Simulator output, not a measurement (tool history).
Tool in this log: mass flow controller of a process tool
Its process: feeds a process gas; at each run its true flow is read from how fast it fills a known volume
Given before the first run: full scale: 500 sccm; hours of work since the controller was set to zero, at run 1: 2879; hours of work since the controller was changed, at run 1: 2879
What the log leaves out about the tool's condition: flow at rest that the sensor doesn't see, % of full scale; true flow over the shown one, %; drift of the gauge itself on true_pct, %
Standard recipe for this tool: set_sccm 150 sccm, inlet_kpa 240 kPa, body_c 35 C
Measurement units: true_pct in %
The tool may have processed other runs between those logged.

run    hour  set_sccm  inlet_kpa  body_c  hours of work since the controller was set to zero  hours of work since the controller was changed  true_pct
  1       0       150        240      35                                                2879                                            2879      98.9
  2     127       150        240      35                                                2922                                            2922      98.9
  3   291.6       150        240      35                                                2977                                            2977     98.93
  4   392.9       150        240      35                                                3012                                            3012     98.83
  5   544.6       150        240      35                                                3063                                            3063      98.9
  6   718.6       252        240      35                                                3121                                            3121     99.39
  7   867.7       252        240      35                                                3171                                            3171     99.38
  8   969.6       252        240      35                                                3206                                            3206     99.33
  9    1100       252        240      28                                                3250                                            3250     98.83
 10  1326.7       252        240      28                                                3326                                            3326     98.96
 11  1545.1       252        240      28                                                3400                                            3400     98.87
 12  1660.3       252        240      28                                                3438                                            3438     98.96
 13  1850.6       447        157      29                                                3502                                            3502    100.39
 14  2065.4       447        157      29                                                3575                                            3575    100.26
 15  2279.4        55        187      25                                                3647                                            3647     98.44
 16  2397.6        55        187      25                                                3687                                            3687     98.43

Predict the results of run 17:
 17  2614.1       150        148      35                                                3759                                            3759         ?

Logged for run 17: true_pct 99.5 %.
Were there no unlogged condition in the tool, this run, its random variation unchanged, would have produced true_pct 99.49 %.
